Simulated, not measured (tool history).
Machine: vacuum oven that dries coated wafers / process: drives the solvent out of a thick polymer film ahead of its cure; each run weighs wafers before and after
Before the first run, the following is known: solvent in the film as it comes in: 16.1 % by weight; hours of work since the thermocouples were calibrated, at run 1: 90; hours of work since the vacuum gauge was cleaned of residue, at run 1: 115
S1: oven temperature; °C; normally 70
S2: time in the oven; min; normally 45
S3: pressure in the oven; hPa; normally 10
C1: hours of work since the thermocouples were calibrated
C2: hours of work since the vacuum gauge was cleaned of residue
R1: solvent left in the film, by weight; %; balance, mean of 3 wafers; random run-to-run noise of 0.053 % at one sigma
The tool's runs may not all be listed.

Run 1, hour 0: usual settings; C1 90; C2 115. Result: R1 1.78 %.
Run 2, hour 6.5: usual settings; C1 94; C2 120. Result: R1 1.74 %.
Run 3, hour 13.3: usual settings; C1 100; C2 125. Result: R1 1.84 %.
Run 4, hour 21.3: usual settings but S2 55 min; C1 106; C2 131. Result: R1 1.25 %.
Run 5, hour 30.8: usual settings but S2 55 min; C1 113; C2 138. Result: R1 1.29 %.
Run 6, hour 42.1: usual settings but S2 55 min; C1 121; C2 147. Result: R1 1.24 %.
Run 7, hour 53.7: usual settings but S2 60 min; C1 130; C2 156. Result: R1 1.04 %.
Run 8, hour 64.4: usual settings but S1 71 °C, S2 60 min; C1 138; C2 164. Result: R1 0.99 %.
Run 9, hour 73: usual settings but S1 71 °C, S2 60 min; C1 145; C2 170. Result: R1 0.95 %.
Run 10, hour 81.5: usual settings; C1 151; C2 177. Result: R1 1.76 %.
Run 11, hour 94.1: usual settings; C1 161; C2 186. Result: R1 1.84 %.
Run 12, hour 102.8: usual settings but S3 7.4 hPa; C1 167; C2 193. Result: R1 1.63 %.
Run 13, hour 114.9: usual settings but S3 24.7 hPa; C1 176; C2 202. Result: R1 2.43 %.
Run 14, hour 122.9: usual settings but S1 82 °C, S3 8.1 hPa; C1 182; C2 208. Result: R1 0.5 %.
Run 15, hour 134.3: usual settings but S1 82 °C, S3 8.1 hPa; C1 191; C2 217. Result: R1 0.42 %.
Run 16, hour 146.5: usual settings but S1 82 °C, S3 8.1 hPa; C1 200; C2 226. Result: R1 0.39 %.
Run 17, hour 154.6: usual settings but S1 82 °C, S3 5 hPa; C1 207; C2 232. Result: R1 0.27 %.
Run 18, hour 161.1: usual settings but S2 23 min, S3 38.7 hPa; C1 211; C2 237. Result: R1 5.54 %.
Run 19, hour 168.2: usual settings but S1 79 °C, S2 23 min, S3 30.7 hPa; C1 217; C2 242. Result: R1 2.89 %.
Run 20, hour 178.5: usual settings but S1 84 °C, S2 39 min, S3 7.6 hPa; C1 225; C2 250. Result: R1 0.43 %.
Run 21, hour 185.4: usual settings but S1 84 °C, S2 39 min, S3 7.6 hPa; C1 230; C2 255. Result: R1 0.44 %.
Run 22, hour 191.9: usual settings but S1 75 °C, S3 5.4 hPa; C1 235; C2 260. Result: R1 0.97 %.
Run 23, hour 197.8: usual settings but S1 67 °C, S3 8.4 hPa; C1 239; C2 265. Result: R1 2.18 %.
Run 24, hour 209.1: usual settings but S1 67 °C, S3 8.4 hPa; C1 248; C2 273. Result: R1 2.31 %.
Run 25, hour 221.1: usual settings but S1 67 °C, S3 8.4 hPa; C1 257; C2 282. Result: R1 2.38 %.
Run 26, hour 234.4: usual settings but S1 59 °C, S2 55 min, S3 5.3 hPa; C1 267; C2 292. Result: R1 3.33 %.

How would selected steps in R1 from run to run divide? Give the signed amount a tool lacking its hidden state would still show from settings, what came in and random variation, and the signed amount left for the hidden state, including any gauge scatter that is not in both of the compared results.
The tool's hidden condition here consists of: true wafer temperature over the reading, C; true pressure over the reading, kPa; drift of the gauge itself on solvent_pct, %.
Run 17 -> 18: S1 82 -> 70, S2 45 -> 23, S3 5 -> 38.7. R1 +5.27 %: hidden state -0.07, all else +5.34.
Run 18 -> 19: S1 70 -> 79, S3 38.7 -> 30.7. R1 -2.65 %: hidden state +0.02, all else -2.67.
Run 19 -> 20: S1 79 -> 84, S2 23 -> 39, S3 30.7 -> 7.6. R1 -2.46 %: hidden state +0.06, all else -2.52.

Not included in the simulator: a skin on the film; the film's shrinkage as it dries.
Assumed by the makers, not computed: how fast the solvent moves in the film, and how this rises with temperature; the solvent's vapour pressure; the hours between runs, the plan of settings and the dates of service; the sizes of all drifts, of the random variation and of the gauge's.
